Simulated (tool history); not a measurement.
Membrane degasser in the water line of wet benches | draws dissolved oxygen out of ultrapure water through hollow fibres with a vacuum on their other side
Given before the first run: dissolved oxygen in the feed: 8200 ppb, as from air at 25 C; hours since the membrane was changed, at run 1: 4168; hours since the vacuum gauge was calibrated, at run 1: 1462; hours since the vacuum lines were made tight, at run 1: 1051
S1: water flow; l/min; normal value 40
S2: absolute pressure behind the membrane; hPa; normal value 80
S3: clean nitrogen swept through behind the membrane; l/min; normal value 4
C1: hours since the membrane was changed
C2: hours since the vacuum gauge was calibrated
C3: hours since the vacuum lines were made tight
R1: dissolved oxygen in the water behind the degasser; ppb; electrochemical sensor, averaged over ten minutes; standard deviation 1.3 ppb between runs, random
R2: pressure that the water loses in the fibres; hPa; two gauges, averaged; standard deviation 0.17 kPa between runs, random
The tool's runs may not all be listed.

run 1 day=0 | S1=40 S2=80 S3=4 | C1=4168 C2=1462 C3=1051 | R1=141.3 R2=300.5
run 2 day=4.633 | S1=40 S2=80 S3=4 | C1=4279 C2=1573 C3=1162 | R1=141.9 R2=300.8
run 3 day=8.571 | S1=40 S2=80 S3=4 | C1=4374 C2=1668 C3=1256 | R1=142.3 R2=302.9
run 4 day=13.579 | S1=40 S2=80 S3=4.32 | C1=4494 C2=1788 C3=1376 | R1=136.5 R2=302.7
run 5 day=17.988 | S1=40 S2=80 S3=4.32 | C1=4600 C2=1894 C3=1482 | R1=136.4 R2=301.9
run 6 day=24.271 | S1=40 S2=80 S3=4.32 | C1=4750 C2=2044 C3=1633 | R1=134.1 R2=303.4
run 7 day=27.179 | S1=48 S2=80 S3=4 | C1=4820 C2=2114 C3=1703 | R1=187.6 R2=362.5
run 8 day=33.575 | S1=40 S2=58 S3=4 | C1=4974 C2=2268 C3=1856 | R1=92.1 R2=305.5
run 9 day=40.108 | S1=40 S2=111.7 S3=4 | C1=5130 C2=2425 C3=2013 | R1=218.1 R2=302.5
run 10 day=44.429 | S1=40 S2=111.7 S3=4 | C1=5234 C2=2528 C3=2117 | R1=214.4 R2=305.8
run 11 day=48.167 | S1=40 S2=69.3 S3=4 | C1=5324 C2=2618 C3=2207 | R1=121.2 R2=305.4
run 12 day=54.504 | S1=40 S2=180 S3=4 | C1=5476 C2=2770 C3=2359 | R1=367.4 R2=308.4
run 13 day=58.275 | S1=40 S2=80 S3=4 | C1=5566 C2=2860 C3=2449 | R1=146.8 R2=302.7
run 14 day=63.096 | S1=40 S2=80 S3=4 | C1=5682 C2=2976 C3=2565 | R1=146.8 R2=306.4
run 15 day=66.7 | S1=40 S2=80 S3=4 | C1=5769 C2=3063 C3=2651 | R1=148 R2=304.6
run 16 day=69.533 | S1=29 S2=80 S3=4 | C1=5837 C2=3131 C3=2719 | R1=99.1 R2=225.2

For run 17, what comes out?
run 17 day=73.962 | S1=40 S2=73.1 S3=3.44 | C1=5943 C2=3237 C3=2826 | R1=? R2=?

Logged for run 17: R1 146 ppb, R2 306.5 hPa.
Had the tool carried no hidden state, the very same run would have given R1 126 ppb, R2 284.5 hPa.
